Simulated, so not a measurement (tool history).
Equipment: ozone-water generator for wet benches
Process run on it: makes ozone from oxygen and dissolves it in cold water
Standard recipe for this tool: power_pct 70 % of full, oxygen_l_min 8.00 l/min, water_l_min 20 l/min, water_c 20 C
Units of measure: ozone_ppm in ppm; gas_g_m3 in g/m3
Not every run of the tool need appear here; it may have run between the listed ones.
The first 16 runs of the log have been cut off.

| run | hour | power_pct | oxygen_l_min | water_l_min | water_c | ozone_ppm | gas_g_m3 |
|---|---|---|---|---|---|---|---|
| 17 | 428.3 | 70 | 13.76 | 20 | 16 | 33.5 | 209.2 |
| 18 | 463.4 | 70 | 13.76 | 20 | 16 | 33.2 | 209.3 |
| 19 | 480.3 | 81 | 13.76 | 20 | 20 | 34.3 | 235.4 |
| 20 | 496.1 | 81 | 13.76 | 20 | 20 | 34.2 | 235.4 |
| 21 | 515.9 | 42 | 8.00 | 20 | 13 | 22.6 | 164.9 |
| 22 | 538.9 | 86 | 7.00 | 32 | 16 | 23.7 | 302.8 |
| 23 | 564.1 | 70 | 8.00 | 20 | 25 | 27.3 | 248.3 |
| 24 | 591.2 | 50 | 8.00 | 13 | 24 | 27.7 | 188.5 |
| 25 | 629.4 | 66 | 13.02 | 20 | 24 | 26.4 | 202.7 |
| 26 | 658.2 | 66 | 13.02 | 20 | 24 | 26.9 | 202.6 |
| 27 | 689.5 | 66 | 13.02 | 20 | 24 | 26.4 | 200.7 |
| 28 | 721.9 | 66 | 13.02 | 30 | 24 | 19.8 | 202.0 |
| 29 | 739.1 | 66 | 13.02 | 30 | 24 | 19.6 | 198.6 |
| 30 | 776.2 | 70 | 8.00 | 20 | 25 | 26.5 | 244.6 |
| 31 | 813.2 | 70 | 8.00 | 20 | 25 | 26.7 | 242.4 |
| 32 | 836.6 | 70 | 8.00 | 17 | 25 | 29.6 | 245.9 |

What if the next run were any one of these 3? Each begins from the tool's condition after run 32:
| A | 864.5 | 70 | 14.16 | 17 | 14 | ? | ? |
| B | 864.5 | 57 | 8.00 | 29 | 25 | ? | ? |
| C | 864.5 | 56 | 8.00 | 17 | 25 | ? | ? |

| run | ozone_ppm | gas_g_m3 |
|---|---|---|
| A | 37.9 | 204.4 |
| B | 16.5 | 208.5 |
| C | 24.9 | 204.2 |
With no hidden state in the tool, these same runs would have given:
| run | ozone_ppm | gas_g_m3 |
|---|---|---|
| A | 42.1 | 215.2 |
| B | 18.4 | 217.6 |
| C | 27.4 | 213.0 |
